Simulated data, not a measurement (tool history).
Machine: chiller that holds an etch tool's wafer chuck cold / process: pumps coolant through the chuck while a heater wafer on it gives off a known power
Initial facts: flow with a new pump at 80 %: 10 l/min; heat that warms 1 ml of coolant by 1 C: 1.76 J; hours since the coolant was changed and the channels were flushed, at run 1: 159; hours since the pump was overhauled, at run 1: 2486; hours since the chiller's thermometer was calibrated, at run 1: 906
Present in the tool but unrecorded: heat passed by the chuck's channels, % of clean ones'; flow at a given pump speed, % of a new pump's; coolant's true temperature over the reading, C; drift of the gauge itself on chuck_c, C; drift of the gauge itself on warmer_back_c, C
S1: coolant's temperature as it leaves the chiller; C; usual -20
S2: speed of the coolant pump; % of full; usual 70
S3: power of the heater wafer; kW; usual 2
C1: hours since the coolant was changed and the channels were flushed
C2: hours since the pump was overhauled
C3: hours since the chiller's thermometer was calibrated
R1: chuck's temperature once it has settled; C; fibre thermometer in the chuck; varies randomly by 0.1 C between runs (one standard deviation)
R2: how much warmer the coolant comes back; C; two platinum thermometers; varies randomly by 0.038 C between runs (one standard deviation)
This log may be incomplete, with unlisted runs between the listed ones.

run   hour   S1  S2     S3   C1    C2    C3    R1     R2
  1      0  -20  70      2  159  2486   906   8.3   8.68
  2   37.8  -20  70      2  196  2523   943   8.5   8.62
  3   74.6  -20  70      2  233  2560   980   8.6   8.64
  4  137.1  -20  60      2  296  2623  1043  11.3  10.29
  5  166.6  -20  60      2  325  2652  1072  11.5  10.25
  6  232.6  -20  60      2  391  2718  1138  11.3  10.28
  7    269  -20  64      2  428  2755  1175  10.4   9.74
  8  317.4  -20  64      2  476  2803  1223  10.6   9.66
  9  348.9  -20  64      2  507  2834  1255  10.6   9.66
 10  395.6  -20  70      2  554  2881  1301     9   8.84
 11  464.2  -20  70      2  623  2950  1370   9.1   8.81
 12  492.6  -20  70      2  651  2978  1398   8.9   8.84
 13  528.5  -20  70      2  687  3014  1434   9.2   8.91
 14  572.4  -14  70      2  731  3058  1478  15.2   8.98
 15  616.2  -20  70      2  775  3102  1522   9.3    8.9
 16  676.1  -20  70      2  835  3162  1582   9.5   8.95
 17  719.1  -20  70  1.306  878  3205  1625  -0.9    5.8

Run 18, settings as shown, results not yet in. Your forecast:
 18  748.7  -20  70  1.306  907  3234  1654   ?   ?

Run 18 measured R1 -0.8 C, R2 5.87 C.
The same run, on a tool lacking any hidden state, would have yielded R1 -2.5 C, R2 5.15 C.

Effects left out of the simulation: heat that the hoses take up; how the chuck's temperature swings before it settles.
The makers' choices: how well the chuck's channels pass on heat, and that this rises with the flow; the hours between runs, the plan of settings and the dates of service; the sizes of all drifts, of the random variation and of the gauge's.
